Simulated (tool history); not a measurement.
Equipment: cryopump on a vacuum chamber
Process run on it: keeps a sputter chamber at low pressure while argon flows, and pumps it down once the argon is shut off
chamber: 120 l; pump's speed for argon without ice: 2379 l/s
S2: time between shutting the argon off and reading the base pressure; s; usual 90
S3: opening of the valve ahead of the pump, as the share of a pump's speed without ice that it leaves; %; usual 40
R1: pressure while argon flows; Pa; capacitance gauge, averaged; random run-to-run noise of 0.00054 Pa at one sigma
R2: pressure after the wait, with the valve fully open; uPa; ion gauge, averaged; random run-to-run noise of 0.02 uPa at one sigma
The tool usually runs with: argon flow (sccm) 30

{"run": 1, "day": 0.0, "argon flow (sccm)": 30, "S2": 90, "S3": 40, "R1": 0.0555, "R2": 0.41}
{"run": 2, "day": 0.958, "argon flow (sccm)": 30, "S2": 90, "S3": 40, "R1": 0.0559, "R2": 0.39}
{"run": 3, "day": 2.542, "argon flow (sccm)": 30, "S2": 90, "S3": 40, "R1": 0.0563, "R2": 0.44}
{"run": 4, "day": 3.742, "argon flow (sccm)": 30, "S2": 90, "S3": 40, "R1": 0.0562, "R2": 0.46}
{"run": 5, "day": 5.188, "argon flow (sccm)": 30, "S2": 90, "S3": 40, "R1": 0.0556, "R2": 0.48}
{"run": 6, "day": 6.25, "argon flow (sccm)": 30, "S2": 90, "S3": 27, "R1": 0.0824, "R2": 0.49}
{"run": 7, "day": 7.388, "argon flow (sccm)": 30, "S2": 90, "S3": 40, "R1": 0.0563, "R2": 0.52}
{"run": 8, "day": 9.029, "argon flow (sccm)": 15, "S2": 90, "S3": 40, "R1": 0.027, "R2": 0.53}
{"run": 9, "day": 10.8, "argon flow (sccm)": 30, "S2": 119, "S3": 40, "R1": 0.0575, "R2": 0.53}
{"run": 10, "day": 12.125, "argon flow (sccm)": 30, "S2": 119, "S3": 40, "R1": 0.0567, "R2": 0.52}
{"run": 11, "day": 14.012, "argon flow (sccm)": 30, "S2": 90, "S3": 40, "R1": 0.057, "R2": 0.62}
{"run": 12, "day": 15.883, "argon flow (sccm)": 30, "S2": 90, "S3": 40, "R1": 0.058, "R2": 0.64}
{"run": 13, "day": 16.892, "argon flow (sccm)": 30, "S2": 90, "S3": 40, "R1": 0.0576, "R2": 0.7}
{"run": 14, "day": 18.512, "argon flow (sccm)": 42, "S2": 39, "S3": 40, "R1": 0.0801, "R2": 0.86}
{"run": 15, "day": 20.504, "argon flow (sccm)": 30, "S2": 45, "S3": 28, "R1": 0.0807, "R2": 0.84}
{"run": 16, "day": 22.146, "argon flow (sccm)": 25, "S2": 153, "S3": 20, "R1": 0.0934, "R2": 0.71}
{"run": 17, "day": 23.808, "argon flow (sccm)": 55, "S2": 68, "S3": 40, "R1": 0.1072, "R2": 0.81}
{"run": 18, "day": 25.333, "argon flow (sccm)": 55, "S2": 68, "S3": 40, "R1": 0.1081, "R2": 0.89}
{"run": 19, "day": 26.654, "argon flow (sccm)": 38, "S2": 29, "S3": 25, "R1": 0.1152, "R2": 1.19}
{"run": 20, "day": 27.862, "argon flow (sccm)": 38, "S2": 29, "S3": 25, "R1": 0.1156, "R2": 1.18}
{"run": 21, "day": 29.146, "argon flow (sccm)": 28, "S2": 90, "S3": 30, "R1": 0.0725, "R2": 0.88}
{"run": 22, "day": 30.267, "argon flow (sccm)": 26, "S2": 90, "S3": 30, "R1": 0.0667, "R2": 0.86}
{"run": 23, "day": 32.204, "argon flow (sccm)": 35, "S2": 282, "S3": 40, "R1": 0.0698, "R2": 0.83}
{"run": 24, "day": 33.571, "argon flow (sccm)": 35, "S2": 282, "S3": 40, "R1": 0.0697, "R2": 0.92}
{"run": 25, "day": 35.179, "argon flow (sccm)": 19, "S2": 29, "S3": 40, "R1": 0.0386, "R2": 1.33}
{"run": 26, "day": 36.658, "argon flow (sccm)": 19, "S2": 29, "S3": 40, "R1": 0.0385, "R2": 1.35}

What if the next run were any one of these 4? Each begins from the tool's condition after run 26:
{"run": "A", "day": 37.679, "argon flow (sccm)": 19, "S2": 170, "S3": 25, "R1": "?", "R2": "?"}
{"run": "B", "day": 37.679, "argon flow (sccm)": 19, "S2": 90, "S3": 40, "R1": "?", "R2": "?"}
{"run": "C", "day": 37.679, "argon flow (sccm)": 19, "S2": 29, "S3": 55, "R1": "?", "R2": "?"}
{"run": "D", "day": 37.679, "argon flow (sccm)": 19, "S2": 40, "S3": 40, "R1": "?", "R2": "?"}

run=A R1=0.059 R2=1.02
run=B R1=0.039 R2=1.03
run=C R1=0.03 R2=1.34
run=D R1=0.0382 R2=1.24
Without the tool's unlogged condition, the same runs would have read:
run=A R1=0.054 R2=0.24
run=B R1=0.034 R2=0.25
run=C R1=0.025 R2=0.58
run=D R1=0.0332 R2=0.48
